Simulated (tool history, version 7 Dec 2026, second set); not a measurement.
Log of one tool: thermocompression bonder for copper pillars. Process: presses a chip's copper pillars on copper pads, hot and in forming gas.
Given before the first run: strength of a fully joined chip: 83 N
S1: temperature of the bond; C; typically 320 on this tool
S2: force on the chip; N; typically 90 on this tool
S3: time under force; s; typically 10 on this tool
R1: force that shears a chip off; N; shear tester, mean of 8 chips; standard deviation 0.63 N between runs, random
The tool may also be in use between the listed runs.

| run | hour | S1 | S2 | S3 | R1 |
|---|---|---|---|---|---|
| 1 | 0 | 320 | 90 | 10 | 35.3 |
| 2 | 26.7 | 320 | 90 | 10 | 33.9 |
| 3 | 68.6 | 345 | 90 | 10 | 43.2 |
| 4 | 97 | 320 | 90 | 24 | 46.8 |
| 5 | 124.6 | 320 | 90 | 10 | 33.3 |
| 6 | 162 | 320 | 90 | 10 | 31.7 |
| 7 | 221.8 | 320 | 90 | 10 | 31.8 |
| 8 | 261.5 | 320 | 57 | 10 | 22.1 |
| 9 | 317.8 | 320 | 57 | 10 | 22.3 |
| 10 | 354.8 | 320 | 57 | 10 | 22.2 |
| 11 | 416.5 | 320 | 57 | 10 | 21.3 |
| 12 | 476.5 | 320 | 57 | 10 | 21.4 |
|  | 521.6 | forming gas filter changed |
| 13 | 530.1 | 320 | 57 | 10 | 22.9 |
| 14 | 566 | 320 | 57 | 10 | 22.3 |
| 15 | 626.6 | 320 | 57 | 10 | 21.9 |
| 16 | 667 | 320 | 90 | 10 | 31.7 |
| 17 | 706.3 | 320 | 90 | 10 | 30.9 |
| 18 | 745.4 | 320 | 90 | 10 | 31 |
| 19 | 791.9 | 320 | 90 | 9 | 30.2 |
| 20 | 830.4 | 320 | 90 | 10 | 30.4 |
| 21 | 890.6 | 320 | 90 | 10 | 30 |
| 22 | 917.5 | 296 | 59 | 10 | 15.1 |
|  | 967.3 | heater calibrated with a thermocouple chip |
| 23 | 978.5 | 322 | 90 | 8 | 31.9 |
|  | 1029.2 | force cell calibrated |
| 24 | 1038 | 320 | 90 | 8 | 29.5 |
| 25 | 1080.5 | 320 | 129 | 8 | 38.4 |
| 26 | 1124.2 | 320 | 108 | 11 | 37 |
| 27 | 1183.1 | 308 | 122 | 26 | 44.9 |
| 28 | 1223.2 | 320 | 66 | 7 | 21.2 |
|  | 1227.4 | forming gas filter changed |
|  | 1253.7 | force cell calibrated, once more |
| 29 | 1269.6 | 320 | 82 | 8 | 31.5 |
| 30 | 1322.4 | 320 | 82 | 8 | 32.5 |
| 31 | 1354.9 | 320 | 56 | 10 | 25.9 |
| 32 | 1413.3 | 320 | 121 | 7 | 38.6 |
| 33 | 1441.9 | 320 | 77 | 6 | 27 |
| 34 | 1488.4 | 295 | 61 | 6 | 15.3 |

Run 35 has not been measured yet. What should we expect?
| 35 | 1530.3 | 296 | 57 | 6 | ? |

{"run 35": {"R1": 14.8}}
The same run, on a tool lacking any hidden state, would have yielded R1 16.3 N.

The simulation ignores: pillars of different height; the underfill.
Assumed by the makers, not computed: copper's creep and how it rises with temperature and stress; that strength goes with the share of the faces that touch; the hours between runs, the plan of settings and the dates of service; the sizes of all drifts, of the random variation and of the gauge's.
